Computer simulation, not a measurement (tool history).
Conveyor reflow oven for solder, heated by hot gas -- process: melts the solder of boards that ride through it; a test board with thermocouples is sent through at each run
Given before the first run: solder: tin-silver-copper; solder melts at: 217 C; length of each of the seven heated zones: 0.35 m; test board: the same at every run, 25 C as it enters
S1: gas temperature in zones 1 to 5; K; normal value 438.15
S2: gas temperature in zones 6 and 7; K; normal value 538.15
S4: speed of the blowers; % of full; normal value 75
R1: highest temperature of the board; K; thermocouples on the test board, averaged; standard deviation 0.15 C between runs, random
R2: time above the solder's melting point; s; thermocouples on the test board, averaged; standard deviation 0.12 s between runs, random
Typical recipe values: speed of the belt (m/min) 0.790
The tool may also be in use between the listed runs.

Run 1, hour 0.0: usual settings. Result: R1 521.15 K, R2 35.4 s.
Run 2, hour 7.0: usual settings. Result: R1 521.15 K, R2 35.3 s.
Run 3, hour 15.6: usual settings but speed of the belt (m/min) 0.718. Result: R1 524.45 K, R2 41.3 s.
Run 4, hour 22.7: usual settings but speed of the belt (m/min) 0.718. Result: R1 523.95 K, R2 41.5 s.
Run 5, hour 28.9: usual settings but S4 81 % of full. Result: R1 522.35 K, R2 36.5 s.
Run 6, hour 35.1: usual settings but S4 81 % of full. Result: R1 522.55 K, R2 36.3 s.
Run 7, hour 44.7: usual settings but S4 81 % of full. Result: R1 522.45 K, R2 36.4 s.
Run 8, hour 49.6: usual settings but S4 81 % of full. Result: R1 522.65 K, R2 36.1 s.
Run 9, hour 60.3: usual settings but S4 81 % of full. Result: R1 522.75 K, R2 36.5 s.
Run 10, hour 68.0: usual settings but speed of the belt (m/min) 0.686. Result: R1 525.65 K, R2 44.4 s.
Run 11, hour 77.8: usual settings but speed of the belt (m/min) 0.753. Result: R1 522.45 K, R2 38.6 s.
Run 12, hour 87.5: usual settings but speed of the belt (m/min) 0.895. Result: R1 516.95 K, R2 27.9 s.
Run 13, hour 94.2: usual settings. Result: R1 521.35 K, R2 35.4 s.
Run 14, hour 100.6: usual settings. Result: R1 521.25 K, R2 35.2 s.
Run 15, hour 105.1: usual settings. Result: R1 521.25 K, R2 35.6 s.
Run 16, hour 116.0: usual settings. Result: R1 521.45 K, R2 35.6 s.
Run 17, hour 124.5: usual settings. Result: R1 521.15 K, R2 35.3 s.
Run 18, hour 135.6: usual settings. Result: R1 521.45 K, R2 35.5 s.
Run 19, hour 144.0: usual settings but S1 445.15 K, speed of the belt (m/min) 0.827. Result: R1 521.05 K, R2 35.1 s.
Run 20, hour 154.5: usual settings but S1 445.15 K, S2 533.15 K, speed of the belt (m/min) 0.640. Result: R1 523.65 K, R2 49.2 s.
Run 21, hour 164.4: usual settings but S2 552.15 K, speed of the belt (m/min) 0.799, S4 87 % of full. Result: R1 535.75 K, R2 42.0 s.
Run 22, hour 171.8: usual settings but S2 552.15 K, speed of the belt (m/min) 0.799, S4 87 % of full. Result: R1 535.45 K, R2 42.0 s.
Run 23, hour 181.4: usual settings but S2 550.15 K, speed of the belt (m/min) 0.633. Result: R1 538.85 K, R2 55.3 s.
Run 24, hour 186.0: usual settings but S2 550.15 K, speed of the belt (m/min) 0.633. Result: R1 538.85 K, R2 55.3 s.
Run 25, hour 195.0: usual settings but S2 548.15 K. Result: R1 530.05 K, R2 39.9 s.
Run 26, hour 202.7: usual settings but S1 425.15 K, S2 548.15 K, S4 84 % of full. Result: R1 529.85 K, R2 37.7 s.
Run 27, hour 211.7: usual settings but S1 426.15 K, S2 536.15 K, speed of the belt (m/min) 0.714, S4 82 % of full. Result: R1 522.15 K, R2 38.4 s.
Run 28, hour 221.0: usual settings but S1 434.15 K, S2 536.15 K, speed of the belt (m/min) 0.714, S4 82 % of full. Result: R1 523.25 K, R2 40.8 s.
Run 29, hour 225.9: usual settings but S1 434.15 K, S2 536.15 K, speed of the belt (m/min) 0.714, S4 82 % of full. Result: R1 523.15 K, R2 40.9 s.
Run 30, hour 230.8: usual settings but S1 434.15 K, S2 530.15 K, speed of the belt (m/min) 0.937, S4 82 % of full. Result: R1 509.25 K, R2 21.1 s.
Run 31, hour 238.4: usual settings but S1 434.15 K, S2 530.15 K, speed of the belt (m/min) 0.937, S4 82 % of full. Result: R1 509.65 K, R2 21.2 s.

Withheld: 1 entry from between the runs. Position of each, and hidden state at the listed run before versus the listed run after:
After run 17, before run 18: flux residue cleaned out of gas plates and filters (hour 133.8)
  heat that the gas passes to the board, % of a clean oven's: 99.5 -> 99.9
